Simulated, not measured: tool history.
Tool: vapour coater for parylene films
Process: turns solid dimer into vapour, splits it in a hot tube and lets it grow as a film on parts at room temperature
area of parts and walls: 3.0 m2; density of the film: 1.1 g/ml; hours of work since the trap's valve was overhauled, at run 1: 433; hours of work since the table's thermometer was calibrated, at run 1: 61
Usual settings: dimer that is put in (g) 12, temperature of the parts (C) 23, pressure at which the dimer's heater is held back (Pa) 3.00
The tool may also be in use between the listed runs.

run    day  dimer that is put in (g)  temperature of the parts (C)  pressure at which the dimer's heater is held back (Pa)  hours of work since the trap's valve was overhauled  hours of work since the table's thermometer was calibrated  thickness of the film (um)
  1  0.000                        12                            23                                                    3.00                                                  433                                                          61                        2.98
  2  0.712                        12                            23                                                    3.00                                                  445                                                          73                        2.97
  3  1.292                        12                            23                                                    3.00                                                  455                                                          83                        2.96
  4  1.962                        12                            23                                                    3.00                                                  467                                                          95                        2.96
  5  2.575                        12                            23                                                    3.00                                                  477                                                         106                        3.01
  6  3.067                        12                            23                                                    3.00                                                  486                                                         114                        2.99
  7  3.496                        12                            23                                                    3.00                                                  493                                                         121                        2.97
  8  4.112                        14                            23                                                    3.00                                                  504                                                         132                        3.43
  9  4.650                        14                            23                                                    3.00                                                  513                                                         141                        3.44
 10  5.054                        14                            23                                                    3.00                                                  520                                                         148                        3.46
 11  5.671                        14                            23                                                    3.00                                                  531                                                         159                        3.45
 12  6.358                         9                            18                                                    4.64                                                  543                                                         171                        2.51
     7.121  -- trap's valve overhauled
 13  7.317                         9                            18                                                    4.64                                                    3                                                         185                        2.58
 14  7.933                         9                            18                                                    4.64                                                   14                                                         195                        2.56
 15  8.538                         6                            32                                                    2.76                                                   24                                                         206                        1.07
 16  8.938                        14                            19                                                   11.10                                                   31                                                         213                        3.34

Forecast run 17:
 17  9.354                         7                            30                                                   11.10                                                   39                                                         220                           ?

thickness of the film (um): 1.06
Without the tool's hidden state the same run would have given thickness of the film (um) 1.06.

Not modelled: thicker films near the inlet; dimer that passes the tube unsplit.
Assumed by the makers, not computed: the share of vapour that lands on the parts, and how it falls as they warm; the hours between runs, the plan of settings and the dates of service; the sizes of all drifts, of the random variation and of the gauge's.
